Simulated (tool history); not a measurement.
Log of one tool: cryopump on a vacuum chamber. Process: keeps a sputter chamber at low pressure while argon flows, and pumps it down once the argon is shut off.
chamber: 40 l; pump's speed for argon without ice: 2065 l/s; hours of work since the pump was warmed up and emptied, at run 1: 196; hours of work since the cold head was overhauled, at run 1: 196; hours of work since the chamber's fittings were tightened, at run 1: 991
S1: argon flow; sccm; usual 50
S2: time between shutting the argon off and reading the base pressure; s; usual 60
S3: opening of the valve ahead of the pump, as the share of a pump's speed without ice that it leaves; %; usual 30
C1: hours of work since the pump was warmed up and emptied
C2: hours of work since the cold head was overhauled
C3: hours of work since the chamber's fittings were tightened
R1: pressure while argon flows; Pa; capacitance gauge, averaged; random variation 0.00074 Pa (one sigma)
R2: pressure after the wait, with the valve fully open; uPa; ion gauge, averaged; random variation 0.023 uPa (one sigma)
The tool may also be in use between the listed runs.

Run 1, hour 0: usual settings; C1 196; C2 196; C3 991. Result: R1 0.1456 Pa, R2 2.01 uPa.
Run 2, hour 8: usual settings; C1 201; C2 201; C3 996. Result: R1 0.145 Pa, R2 2.01 uPa.
Run 3, hour 18.1: usual settings; C1 208; C2 208; C3 1002. Result: R1 0.1441 Pa, R2 2.09 uPa.
Run 4, hour 26.2: usual settings; C1 213; C2 213; C3 1008. Result: R1 0.1445 Pa, R2 2.04 uPa.
Run 5, hour 38.2: usual settings; C1 221; C2 221; C3 1015. Result: R1 0.1442 Pa, R2 2.04 uPa.
Run 6, hour 46.3: usual settings; C1 226; C2 226; C3 1020. Result: R1 0.1448 Pa, R2 2.01 uPa.
Run 7, hour 57.5: usual settings; C1 233; C2 233; C3 1027. Result: R1 0.1451 Pa, R2 2.13 uPa.
Run 8, hour 74.5: usual settings; C1 244; C2 244; C3 1038. Result: R1 0.1463 Pa, R2 2.11 uPa.
Run 9, hour 82.9: usual settings; C1 249; C2 249; C3 1044. Result: R1 0.1451 Pa, R2 2.18 uPa.
Run 10, hour 98: usual settings; C1 259; C2 259; C3 1053. Result: R1 0.1462 Pa, R2 2.14 uPa.
Run 11, hour 108.6: usual settings but S2 29 s; C1 265; C2 265; C3 1060. Result: R1 0.1471 Pa, R2 2.9 uPa.
Run 12, hour 121.9: usual settings but S2 29 s; C1 274; C2 274; C3 1068. Result: R1 0.1465 Pa, R2 2.91 uPa.
Run 13, hour 136.3: usual settings but S2 29 s; C1 283; C2 283; C3 1077. Result: R1 0.1463 Pa, R2 3 uPa.
Run 14, hour 149.3: usual settings but S2 29 s; C1 291; C2 291; C3 1086. Result: R1 0.1485 Pa, R2 2.96 uPa.
Run 15, hour 164.6: usual settings but S2 29 s; C1 301; C2 301; C3 1095. Result: R1 0.1477 Pa, R2 2.91 uPa.
At hour 180.1: leaking fittings of the chamber tightened, without venting.
Run 16, hour 183.3: usual settings but S2 29 s; C1 311; C2 311; C3 2. Result: R1 0.1477 Pa, R2 1.51 uPa.
Run 17, hour 197.5: usual settings; C1 320; C2 320; C3 11. Result: R1 0.1484 Pa, R2 0.89 uPa.
Run 18, hour 212.2: usual settings but S1 66 sccm; C1 330; C2 330; C3 20. Result: R1 0.198 Pa, R2 0.88 uPa.
Run 19, hour 229.4: usual settings but S1 42 sccm, S2 59 s; C1 341; C2 341; C3 31. Result: R1 0.1255 Pa, R2 0.91 uPa.
Run 20, hour 246: usual settings but S1 40 sccm, S3 38 %; C1 351; C2 351; C3 42. Result: R1 0.0974 Pa, R2 0.92 uPa.
Run 21, hour 260.3: usual settings but S2 158 s, S3 22 %; C1 360; C2 360; C3 51. Result: R1 0.2014 Pa, R2 0.55 uPa.
Run 22, hour 277.8: usual settings but S1 43 sccm, S2 227 s, S3 42 %; C1 371; C2 371; C3 62. Result: R1 0.0965 Pa, R2 0.47 uPa.
Run 23, hour 285.7: usual settings but S2 51 s, S3 17 %; C1 376; C2 376; C3 67. Result: R1 0.2559 Pa, R2 1.06 uPa.
Run 24, hour 300.2: usual settings but S1 38 sccm, S2 51 s, S3 58 %; C1 386; C2 386; C3 76. Result: R1 0.0653 Pa, R2 1.12 uPa.
Run 25, hour 311.7: usual settings but S2 248 s; C1 393; C2 393; C3 84. Result: R1 0.1516 Pa, R2 0.59 uPa.
Run 26, hour 327.8: usual settings but S1 98 sccm, S2 81 s, S3 50 %; C1 403; C2 403; C3 94. Result: R1 0.1944 Pa, R2 0.81 uPa.
Run 27, hour 340.1: usual settings but S1 98 sccm, S2 81 s, S3 50 %; C1 411; C2 411; C3 101. Result: R1 0.1943 Pa, R2 0.87 uPa.
At hour 359.3: pump warmed up, emptied and cooled again.
Run 28, hour 359.3: usual settings but S1 98 sccm, S2 81 s, S3 50 %; C1 0; C2 420; C3 110. Result: R1 0.1635 Pa, R2 0.77 uPa.
Run 29, hour 367.7: usual settings but S1 98 sccm, S2 81 s, S3 50 %; C1 5; C2 425; C3 116. Result: R1 0.1628 Pa, R2 0.74 uPa.
Run 30, hour 385.3: usual settings but S1 98 sccm, S2 81 s, S3 50 %; C1 16; C2 436; C3 127. Result: R1 0.1625 Pa, R2 0.79 uPa.
Run 31, hour 397.8: usual settings but S1 64 sccm, S2 256 s, S3 24 %; C1 24; C2 444; C3 135. Result: R1 0.2213 Pa, R2 0.46 uPa.
Run 32, hour 407: usual settings but S1 64 sccm, S2 256 s, S3 24 %; C1 30; C2 450; C3 141. Result: R1 0.2219 Pa, R2 0.46 uPa.
Run 33, hour 416.7: usual settings but S1 65 sccm, S2 195 s, S3 24 %; C1 36; C2 456; C3 147. Result: R1 0.2229 Pa, R2 0.55 uPa.
Run 34, hour 429.4: usual settings but S1 27 sccm, S2 122 s, S3 24 %; C1 44; C2 464; C3 155. Result: R1 0.0929 Pa, R2 0.65 uPa.
Run 35, hour 439.8: usual settings but S1 27 sccm, S2 122 s, S3 28 %; C1 51; C2 471; C3 162. Result: R1 0.0809 Pa, R2 0.68 uPa.

How the hidden state differs across the entries between the runs, from the last listed run before each to the first after it:
Between runs 15 and 16: leaking fittings of the chamber tightened, without venting (hour 180.1)
  pump's speed, % of a pump's without ice: 78.5 -> 77.8; cold plate's temperature, K: 12.44 -> 12.45; leak into the chamber, uPa l/s: 2595 -> 336
  measured less the result without the state, R1: +0.0117 -> +0.012 Pa; R2: +1.45 -> +0.06 uPa
Between runs 27 and 28: pump warmed up, emptied and cooled again (hour 359.3)
  pump's speed, % of a pump's without ice: 71 -> 99.1; cold plate's temperature, K: 12.49 -> 12.5; leak into the chamber, uPa l/s: 552 -> 571
  measured less the result without the state, R1: +0.034 -> +0.0015 Pa; R2: +0.24 -> +0.14 uPa
